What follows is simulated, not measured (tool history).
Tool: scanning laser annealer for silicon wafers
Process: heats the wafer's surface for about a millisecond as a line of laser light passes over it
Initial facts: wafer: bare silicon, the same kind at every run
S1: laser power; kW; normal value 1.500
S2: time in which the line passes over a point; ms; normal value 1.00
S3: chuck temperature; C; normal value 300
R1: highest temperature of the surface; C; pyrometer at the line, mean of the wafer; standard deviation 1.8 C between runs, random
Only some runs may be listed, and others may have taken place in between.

| run | hour | S1 | S2 | S3 | R1 |
|---|---|---|---|---|---|
| 1 | 0.0 | 1.500 | 1.00 | 300 | 1023 |
| 2 | 27.3 | 1.500 | 1.00 | 300 | 1020 |
| 3 | 62.0 | 1.500 | 0.96 | 300 | 1002 |
| 4 | 94.2 | 1.500 | 1.00 | 332 | 1055 |
| 5 | 114.1 | 1.500 | 1.00 | 332 | 1054 |
| 6 | 129.7 | 1.500 | 1.00 | 332 | 1051 |
| 7 | 163.6 | 1.500 | 1.15 | 300 | 1080 |
| 8 | 197.9 | 1.500 | 1.15 | 300 | 1078 |
| 9 | 230.7 | 1.500 | 1.15 | 300 | 1078 |
| 10 | 260.4 | 1.500 | 0.74 | 275 | 878 |
|  | 265.5 | laser's power meter calibrated |
| 11 | 290.4 | 1.500 | 0.98 | 327 | 1033 |
| 12 | 313.1 | 1.525 | 1.09 | 306 | 1070 |
| 13 | 330.0 | 1.627 | 1.07 | 313 | 1130 |
| 14 | 352.0 | 1.629 | 1.08 | 262 | 1080 |
| 15 | 377.6 | 1.629 | 1.08 | 262 | 1084 |
| 16 | 406.1 | 1.606 | 0.84 | 284 | 980 |
| 17 | 422.8 | 1.582 | 0.76 | 320 | 965 |
| 18 | 441.1 | 1.582 | 0.76 | 320 | 967 |

Here are 4 independent what-if runs from the current tool condition. What would each one return?
| A | 457.8 | 1.568 | 0.76 | 320 | ? |
| B | 457.8 | 1.373 | 1.00 | 300 | ? |
| C | 457.8 | 1.285 | 0.72 | 334 | ? |
| D | 457.8 | 1.434 | 1.11 | 328 | ? |

| run | R1 |
|---|---|
| A | 958 |
| B | 942 |
| C | 828 |
| D | 1046 |
Take away the tool's hidden state, keep each run's random variation, and the runs would have read:
| run | R1 |
|---|---|
| A | 980 |
| B | 964 |
| C | 845 |
| D | 1070 |
